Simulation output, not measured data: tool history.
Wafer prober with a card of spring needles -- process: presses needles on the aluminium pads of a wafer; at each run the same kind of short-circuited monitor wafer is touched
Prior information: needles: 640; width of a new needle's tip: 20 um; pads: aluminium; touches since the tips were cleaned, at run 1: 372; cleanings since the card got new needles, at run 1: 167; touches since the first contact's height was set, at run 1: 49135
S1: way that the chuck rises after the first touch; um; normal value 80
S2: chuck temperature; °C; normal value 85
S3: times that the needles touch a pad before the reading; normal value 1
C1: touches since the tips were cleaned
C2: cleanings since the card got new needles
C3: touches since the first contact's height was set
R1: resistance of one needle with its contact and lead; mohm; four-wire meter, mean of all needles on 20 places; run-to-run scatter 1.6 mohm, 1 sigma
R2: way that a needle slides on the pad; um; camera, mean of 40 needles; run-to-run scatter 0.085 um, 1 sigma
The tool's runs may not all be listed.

{"run": 1, "hour": 0.0, "S1": 80, "S2": 85, "S3": 1, "C1": 372, "C2": 167, "C3": 49135, "R1": 194, "R2": 21.71}
{"hour": 4.9, "done": "tips cleaned on abrasive film"}
{"hour": 10.9, "done": "tips cleaned on abrasive film"}
{"hour": 17.0, "done": "tips cleaned on abrasive film"}
{"hour": 23.0, "done": "tips cleaned on abrasive film"}
{"run": 2, "hour": 23.9, "S1": 80, "S2": 85, "S3": 3, "C1": 531, "C2": 171, "C3": 62699, "R1": 178, "R2": 21.73}
{"hour": 28.7, "done": "tips cleaned on abrasive film"}
{"hour": 33.6, "done": "tips cleaned on abrasive film"}
{"hour": 39.7, "done": "tips cleaned on abrasive film"}
{"run": 3, "hour": 43.5, "S1": 80, "S2": 85, "S3": 1, "C1": 2219, "C2": 174, "C3": 73815, "R1": 249, "R2": 21.81}
{"hour": 44.8, "done": "tips cleaned on abrasive film"}
{"hour": 50.8, "done": "tips cleaned on abrasive film"}
{"hour": 56.9, "done": "tips cleaned on abrasive film"}
{"hour": 62.9, "done": "tips cleaned on abrasive film"}
{"hour": 69.0, "done": "tips cleaned on abrasive film"}
{"run": 4, "hour": 69.2, "S1": 80, "S2": 85, "S3": 2, "C1": 113, "C2": 179, "C3": 88314, "R1": 178, "R2": 21.7}
{"hour": 74.0, "done": "tips cleaned on abrasive film"}
{"hour": 80.0, "done": "tips cleaned on abrasive film"}
{"run": 5, "hour": 82.3, "S1": 80, "S2": 85, "S3": 2, "C1": 1316, "C2": 181, "C3": 95768, "R1": 212, "R2": 21.6}
{"hour": 86.0, "done": "tips cleaned on abrasive film"}
{"hour": 92.1, "done": "tips cleaned on abrasive film"}
{"hour": 96.9, "done": "tips cleaned on abrasive film"}
{"run": 6, "hour": 97.2, "S1": 80, "S2": 85, "S3": 2, "C1": 141, "C2": 184, "C3": 104151, "R1": 177, "R2": 21.55}
{"hour": 102.0, "done": "tips cleaned on abrasive film"}
{"hour": 108.1, "done": "tips cleaned on abrasive film"}
{"hour": 114.1, "done": "tips cleaned on abrasive film, once more"}
{"hour": 126.1, "done": "card fitted with new needles"}
{"run": 7, "hour": 129.5, "S1": 80, "S2": 85, "S3": 2, "C1": 1934, "C2": 0, "C3": 1934, "R1": 194, "R2": 22.29}
{"hour": 132.0, "done": "tips cleaned on abrasive film"}
{"hour": 137.9, "done": "tips cleaned on abrasive film"}
{"run": 8, "hour": 140.9, "S1": 61, "S2": 35, "S3": 2, "C1": 1728, "C2": 2, "C3": 8392, "R1": 209, "R2": 16.89}
{"hour": 143.4, "done": "tips cleaned on abrasive film"}
{"hour": 149.4, "done": "tips cleaned on abrasive film"}
{"hour": 155.5, "done": "tips cleaned on abrasive film"}
{"run": 9, "hour": 156.7, "S1": 68, "S2": 28, "S3": 3, "C1": 730, "C2": 5, "C3": 17364, "R1": 166, "R2": 18.68}
{"hour": 160.4, "done": "tips cleaned on abrasive film"}
{"hour": 166.5, "done": "tips cleaned on abrasive film"}
{"hour": 171.3, "done": "tips cleaned on abrasive film"}
{"hour": 177.4, "done": "tips cleaned on abrasive film"}
{"run": 10, "hour": 179.7, "S1": 80, "S2": 66, "S3": 1, "C1": 1325, "C2": 9, "C3": 30352, "R1": 209, "R2": 22.03}
{"hour": 183.4, "done": "tips cleaned on abrasive film"}
{"hour": 189.3, "done": "tips cleaned on abrasive film"}
{"hour": 195.4, "done": "tips cleaned on abrasive film"}
{"hour": 201.5, "done": "tips cleaned on abrasive film"}
{"run": 11, "hour": 203.2, "S1": 80, "S2": 66, "S3": 1, "C1": 1005, "C2": 13, "C3": 43678, "R1": 199, "R2": 21.73}

Each run again, without the hidden state but with its own random variation kept:
Hidden state present: debris on the tips, nm; way that the needles fall short of the set height, um; tips' diameter, um; drift of the gauge itself on contact_mohm, %; drift of the gauge itself on scrub_um, %.
run=1 R1=161 R2=21.99
run=2 R1=158 R2=22.17
run=3 R1=156 R2=22.32
run=4 R1=160 R2=22.3
run=5 R1=160 R2=22.24
run=6 R1=159 R2=22.24
run=7 R1=159 R2=22.29
run=8 R1=154 R2=16.93
run=9 R1=152 R2=18.78
run=10 R1=157 R2=22.2
run=11 R1=156 R2=21.99

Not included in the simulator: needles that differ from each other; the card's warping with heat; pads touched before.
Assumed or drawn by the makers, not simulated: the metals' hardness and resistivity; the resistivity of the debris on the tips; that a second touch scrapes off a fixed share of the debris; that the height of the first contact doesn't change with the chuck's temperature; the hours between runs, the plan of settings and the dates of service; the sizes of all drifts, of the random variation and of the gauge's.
